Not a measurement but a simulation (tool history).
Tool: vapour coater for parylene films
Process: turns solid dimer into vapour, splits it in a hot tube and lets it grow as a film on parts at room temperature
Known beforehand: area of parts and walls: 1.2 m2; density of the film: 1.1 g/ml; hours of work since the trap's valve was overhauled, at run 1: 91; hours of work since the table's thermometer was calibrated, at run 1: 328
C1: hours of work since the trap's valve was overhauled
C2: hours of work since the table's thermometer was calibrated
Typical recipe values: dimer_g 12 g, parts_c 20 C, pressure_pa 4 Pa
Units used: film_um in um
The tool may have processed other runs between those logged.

run 1 hour=0 | dimer_g=12 parts_c=20 pressure_pa=4 | C1=91 C2=328 | film_um=4.39
run 2 hour=13.6 | dimer_g=12 parts_c=20 pressure_pa=11.02 | C1=100 C2=338 | film_um=4.14
run 3 hour=30 | dimer_g=12 parts_c=29 pressure_pa=4 | C1=112 C2=349 | film_um=2.86
run 4 hour=53.9 | dimer_g=12 parts_c=29 pressure_pa=4 | C1=128 C2=366 | film_um=2.88
run 5 hour=78.2 | dimer_g=12 parts_c=20 pressure_pa=4 | C1=145 C2=383 | film_um=4.45
run 6 hour=97.1 | dimer_g=13 parts_c=20 pressure_pa=3.71 | C1=158 C2=396 | film_um=4.78
run 7 hour=120.3 | dimer_g=7 parts_c=19 pressure_pa=10.17 | C1=175 C2=412 | film_um=2.54

What will run 8 give?
run 8 hour=139.9 | dimer_g=7 parts_c=19 pressure_pa=10.17 | C1=188 C2=425 | film_um=?

{"run 8": {"film_um": 2.56}}
On a tool with no hidden condition, and with the same random variation, this run would have come out at film_um 2.56 um.

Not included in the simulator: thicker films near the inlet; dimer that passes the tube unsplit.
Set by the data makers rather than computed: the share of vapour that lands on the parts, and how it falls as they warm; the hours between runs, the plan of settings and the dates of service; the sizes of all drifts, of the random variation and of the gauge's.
